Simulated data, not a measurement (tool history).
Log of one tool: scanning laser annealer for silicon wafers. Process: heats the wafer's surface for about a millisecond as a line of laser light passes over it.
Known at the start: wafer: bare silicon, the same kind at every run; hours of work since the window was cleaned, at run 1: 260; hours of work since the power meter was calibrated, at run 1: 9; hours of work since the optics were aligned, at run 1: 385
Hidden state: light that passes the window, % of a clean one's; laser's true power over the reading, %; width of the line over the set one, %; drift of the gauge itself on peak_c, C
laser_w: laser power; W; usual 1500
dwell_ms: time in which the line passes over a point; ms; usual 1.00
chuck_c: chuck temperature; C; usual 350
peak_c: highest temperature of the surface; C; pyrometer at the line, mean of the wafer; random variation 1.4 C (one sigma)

| run | hour | laser_w | dwell_ms | chuck_c | hours of work since the window was cleaned | hours of work since the power meter was calibrated | hours of work since the optics were aligned | peak_c |
|---|---|---|---|---|---|---|---|---|
| 1 | 0.0 | 1500 | 1.00 | 350 | 260 | 9 | 385 | 1181 |
| 2 | 6.0 | 1500 | 1.04 | 350 | 263 | 13 | 389 | 1199 |
| 3 | 13.6 | 1500 | 1.04 | 350 | 268 | 17 | 393 | 1198 |
| 4 | 25.1 | 1500 | 1.00 | 350 | 275 | 24 | 400 | 1183 |
| 5 | 36.2 | 1500 | 1.00 | 350 | 281 | 30 | 406 | 1183 |
| 6 | 46.7 | 1500 | 1.00 | 350 | 287 | 37 | 413 | 1183 |
| 7 | 54.6 | 1500 | 1.00 | 350 | 292 | 41 | 417 | 1181 |
| 8 | 62.5 | 1500 | 1.00 | 350 | 297 | 46 | 422 | 1181 |
| 9 | 75.4 | 1462 | 1.00 | 350 | 304 | 53 | 429 | 1158 |
| 10 | 89.8 | 1545 | 1.00 | 350 | 312 | 62 | 438 | 1209 |
| 11 | 103.4 | 1545 | 1.00 | 350 | 320 | 70 | 446 | 1211 |
| 12 | 109.5 | 1545 | 1.00 | 350 | 324 | 73 | 449 | 1209 |
| 13 | 120.4 | 1500 | 1.00 | 350 | 330 | 80 | 456 | 1184 |
| 14 | 132.5 | 1500 | 1.00 | 350 | 338 | 87 | 463 | 1183 |
| 15 | 142.8 | 1500 | 1.06 | 350 | 344 | 93 | 469 | 1207 |
| 16 | 150.0 | 1500 | 1.06 | 336 | 348 | 97 | 473 | 1192 |
| 17 | 157.6 | 1500 | 1.06 | 336 | 352 | 102 | 478 | 1194 |
|  | 163.6 | window over the wafer cleaned |
| 18 | 168.6 | 1627 | 1.00 | 350 | 3 | 107 | 483 | 1260 |
| 19 | 179.0 | 1627 | 1.00 | 350 | 9 | 113 | 489 | 1261 |
| 20 | 193.3 | 1627 | 1.00 | 350 | 17 | 121 | 497 | 1261 |
| 21 | 201.1 | 1627 | 1.00 | 350 | 22 | 126 | 502 | 1258 |
| 22 | 210.8 | 1613 | 0.74 | 350 | 28 | 132 | 508 | 1124 |
| 23 | 217.5 | 1567 | 1.25 | 324 | 32 | 136 | 512 | 1299 |
| 24 | 230.1 | 1441 | 1.16 | 324 | 39 | 143 | 519 | 1182 |
| 25 | 239.5 | 1500 | 0.98 | 376 | 45 | 148 | 524 | 1201 |
| 26 | 249.8 | 1500 | 0.94 | 319 | 51 | 154 | 531 | 1127 |
| 27 | 256.3 | 1337 | 1.00 | 350 | 54 | 158 | 534 | 1085 |
| 28 | 267.5 | 1300 | 0.90 | 328 | 61 | 165 | 541 | 1006 |
| 29 | 273.3 | 1637 | 0.72 | 356 | 64 | 168 | 544 | 1131 |
| 30 | 286.8 | 1618 | 1.18 | 350 | 72 | 176 | 552 | 1337 |
| 31 | 294.6 | 1500 | 0.91 | 382 | 77 | 181 | 557 | 1176 |
| 32 | 309.1 | 1631 | 0.91 | 382 | 85 | 189 | 565 | 1252 |
| 33 | 317.8 | 1631 | 0.91 | 382 | 90 | 194 | 570 | 1253 |
| 34 | 324.1 | 1500 | 0.92 | 368 | 94 | 198 | 574 | 1166 |
| 35 | 337.1 | 1500 | 0.92 | 368 | 102 | 206 | 582 | 1165 |
| 36 | 348.9 | 1480 | 0.75 | 350 | 109 | 213 | 589 | 1060 |
| 37 | 355.1 | 1480 | 0.75 | 350 | 112 | 216 | 592 | 1059 |
| 38 | 365.4 | 1607 | 0.75 | 350 | 118 | 222 | 598 | 1127 |
| 39 | 379.2 | 1648 | 1.11 | 347 | 126 | 230 | 606 | 1321 |
| 40 | 389.2 | 1395 | 1.09 | 319 | 132 | 236 | 612 | 1121 |

Forecast each of these 4 alternatives for the next run:
| A | 396.1 | 1479 | 1.09 | 313 | 136 | 240 | 616 | ? |
| B | 396.1 | 1500 | 1.00 | 325 | 136 | 240 | 616 | ? |
| C | 396.1 | 1552 | 1.00 | 350 | 136 | 240 | 616 | ? |
| D | 396.1 | 1502 | 0.93 | 313 | 136 | 240 | 616 | ? |

| run | peak_c |
|---|---|
| A | 1172 |
| B | 1160 |
| C | 1215 |
| D | 1117 |
Without the tool's hidden state the same runs would have given:
| run | peak_c |
|---|---|
| A | 1173 |
| B | 1162 |
| C | 1216 |
| D | 1118 |
